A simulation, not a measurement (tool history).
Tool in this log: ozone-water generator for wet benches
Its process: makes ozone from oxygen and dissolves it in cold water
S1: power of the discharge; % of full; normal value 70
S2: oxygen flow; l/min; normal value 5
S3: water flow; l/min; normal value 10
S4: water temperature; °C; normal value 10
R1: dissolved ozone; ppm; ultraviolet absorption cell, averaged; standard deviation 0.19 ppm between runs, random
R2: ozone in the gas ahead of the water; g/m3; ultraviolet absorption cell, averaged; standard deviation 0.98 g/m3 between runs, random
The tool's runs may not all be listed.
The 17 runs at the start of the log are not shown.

run      day  S1    S2  S3  S4    R1     R2
      58.492  -- contactor cleaned
 18   58.538  81  4.93   6  11  38.1  185.2
 19   60.971  69  7.64  15  13  16.9    121
 20   65.325  69  7.64  15  13  16.9  121.3
 21   69.446  87  4.44  10  13  30.1  206.6
 22   74.267  87  3.36   7  13  39.6  249.4
      77.646  -- water thermometer calibrated, once more
 23   78.138  87  3.36   7  13  40.1  245.7
 24   80.512  87  3.36   7  13  39.8  249.5
 25   84.129  70  6.26  13   6  22.2  139.2
 26   87.688  46  4.14   6   6  28.5  131.4
 27   92.617  42   4.1   7   7  23.4  124.2
 28   95.654  42   4.1   7   7  23.6  125.2
 29   99.179  42   4.1   7   7  23.8    124
 30    102.3  70  5.25  10  11  24.4  158.6
 31  106.233  70  5.25  10  11  24.7  156.2
 32  109.862  70  5.25  10  11  24.9  156.5

Forecast each of these 4 alternatives for the next run:
  A  113.475  67     5  10   5   ?   ?
  B  113.475  96     5  13  10   ?   ?
  C  113.475  70  5.19  10   5   ?   ?
  D  113.475  70  4.88  10  10   ?   ?

run    R1     R2
  A  26.6  157.7
  B  27.3    205
  C  27.4  157.5
  D  25.4  160.8
With no hidden state in the tool, these same runs would have given:
run    R1     R2
  A  28.2  164.4
  B  29.3  216.4
  C  29.1  164.5
  D  26.9  167.9
